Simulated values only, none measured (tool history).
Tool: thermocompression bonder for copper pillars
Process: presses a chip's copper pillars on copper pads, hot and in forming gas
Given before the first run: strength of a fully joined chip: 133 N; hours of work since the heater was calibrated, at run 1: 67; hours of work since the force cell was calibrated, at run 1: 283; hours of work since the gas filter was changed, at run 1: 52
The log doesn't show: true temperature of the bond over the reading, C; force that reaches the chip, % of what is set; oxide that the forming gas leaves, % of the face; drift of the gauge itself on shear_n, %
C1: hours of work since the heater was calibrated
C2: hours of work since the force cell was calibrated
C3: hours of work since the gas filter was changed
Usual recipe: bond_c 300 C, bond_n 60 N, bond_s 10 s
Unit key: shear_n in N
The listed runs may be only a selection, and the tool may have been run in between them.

run 1 hour=0.0 | bond_c=300 bond_n=60 bond_s=10 | C1=67 C2=283 C3=52 | shear_n=80.1
run 2 hour=21.6 | bond_c=300 bond_n=44 bond_s=10 | C1=80 C2=296 C3=65 | shear_n=61.2
run 3 hour=40.7 | bond_c=300 bond_n=60 bond_s=10 | C1=92 C2=307 C3=77 | shear_n=80.2
run 4 hour=53.4 | bond_c=319 bond_n=60 bond_s=10 | C1=99 C2=315 C3=84 | shear_n=94.9
run 5 hour=67.7 | bond_c=292 bond_n=60 bond_s=10 | C1=108 C2=323 C3=93 | shear_n=72.5
run 6 hour=90.6 | bond_c=300 bond_n=60 bond_s=11 | C1=122 C2=337 C3=107 | shear_n=80.1
run 7 hour=108.4 | bond_c=300 bond_n=60 bond_s=11 | C1=133 C2=348 C3=118 | shear_n=80.0
run 8 hour=121.7 | bond_c=276 bond_n=60 bond_s=11 | C1=141 C2=356 C3=126 | shear_n=60.8
run 9 hour=143.0 | bond_c=311 bond_n=60 bond_s=11 | C1=154 C2=369 C3=138 | shear_n=90.4
run 10 hour=160.4 | bond_c=311 bond_n=60 bond_s=11 | C1=164 C2=379 C3=149 | shear_n=89.6
run 11 hour=174.9 | bond_c=309 bond_n=60 bond_s=10 | C1=173 C2=388 C3=158 | shear_n=86.1
run 12 hour=185.1 | bond_c=309 bond_n=60 bond_s=10 | C1=179 C2=394 C3=164 | shear_n=85.3
run 13 hour=200.4 | bond_c=300 bond_n=60 bond_s=10 | C1=188 C2=404 C3=173 | shear_n=78.0
run 14 hour=218.2 | bond_c=300 bond_n=60 bond_s=10 | C1=199 C2=414 C3=184 | shear_n=77.5
run 15 hour=231.1 | bond_c=300 bond_n=60 bond_s=10 | C1=207 C2=422 C3=192 | shear_n=76.7
run 16 hour=243.7 | bond_c=300 bond_n=80 bond_s=10 | C1=215 C2=430 C3=199 | shear_n=92.7
run 17 hour=255.1 | bond_c=300 bond_n=80 bond_s=10 | C1=221 C2=437 C3=206 | shear_n=93.2
run 18 hour=275.8 | bond_c=300 bond_n=80 bond_s=10 | C1=234 C2=449 C3=219 | shear_n=94.4
run 19 hour=285.7 | bond_c=300 bond_n=80 bond_s=10 | C1=240 C2=455 C3=225 | shear_n=93.4
run 20 hour=303.8 | bond_c=300 bond_n=80 bond_s=10 | C1=251 C2=466 C3=236 | shear_n=93.1
run 21 hour=324.1 | bond_c=300 bond_n=58 bond_s=23 | C1=263 C2=478 C3=248 | shear_n=93.6

Run 22 has not been measured yet. What should we expect?
run 22 hour=340.1 | bond_c=300 bond_n=58 bond_s=23 | C1=273 C2=488 C3=258 | shear_n=?

{"run 22": {"shear_n": 92.7}}
Without the tool's hidden state the same run would have given shear_n 98.8 N.
